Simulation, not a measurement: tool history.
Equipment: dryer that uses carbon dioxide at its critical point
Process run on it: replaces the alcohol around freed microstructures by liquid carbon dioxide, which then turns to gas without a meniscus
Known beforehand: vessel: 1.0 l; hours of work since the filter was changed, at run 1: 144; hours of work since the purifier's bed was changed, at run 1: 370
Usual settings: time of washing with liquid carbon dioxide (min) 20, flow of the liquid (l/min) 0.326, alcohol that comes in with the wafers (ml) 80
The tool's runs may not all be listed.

run	hour	time of washing with liquid carbon dioxide (min)	flow of the liquid (l/min)	alcohol that comes in with the wafers (ml)	hours of work since the filter was changed	hours of work since the purifier's bed was changed	alcohol left in the vessel before it's heated (ppm by volume)
1	0.0	20	0.326	80	144	370	846
# hour 21.3: inlet filter changed
2	21.3	20	0.326	80	0	381	466
3	32.2	20	0.326	80	6	386	473
4	42.4	20	0.326	80	11	392	480
5	52.3	14	0.326	80	16	397	2237
6	62.8	20	0.326	80	22	402	497
7	81.4	20	0.326	80	31	412	522
8	92.4	20	0.326	80	37	418	554
9	109.9	20	0.326	80	46	427	574
10	127.7	20	0.326	80	55	436	592
11	137.4	20	0.326	32	60	441	254
12	157.7	20	0.326	36	71	451	304
13	166.4	20	0.326	36	75	456	307
14	179.8	23	0.201	36	82	463	1358
15	191.6	19	0.401	43	88	469	170
16	204.8	19	0.401	43	95	476	179
17	215.0	19	0.401	43	101	481	179
18	232.1	19	0.401	43	109	490	195
19	246.4	19	0.401	43	117	498	213
20	262.5	19	0.401	43	125	506	217
21	273.5	19	0.401	43	131	512	222
22	289.6	16	0.513	80	139	520	250
23	300.4	13	0.338	20	145	526	973
24	311.2	31	0.551	32	151	531	23

Alternative continuations, all from the tool just after run 24; predict every row:
# hour 319.5: inlet filter changed
A	322.0	31	0.308	51	1	536	?
# hour 319.5: inlet filter changed
B	322.0	16	0.278	32	1	536	?
# hour 319.5: inlet filter changed
C	322.0	19	0.341	68	1	536	?

run	alcohol left in the vessel before it's heated (ppm by volume)
A	56
B	966
C	414
What these runs would have given with no unlogged condition in the tool:
run	alcohol left in the vessel before it's heated (ppm by volume)
A	28
B	922
C	376

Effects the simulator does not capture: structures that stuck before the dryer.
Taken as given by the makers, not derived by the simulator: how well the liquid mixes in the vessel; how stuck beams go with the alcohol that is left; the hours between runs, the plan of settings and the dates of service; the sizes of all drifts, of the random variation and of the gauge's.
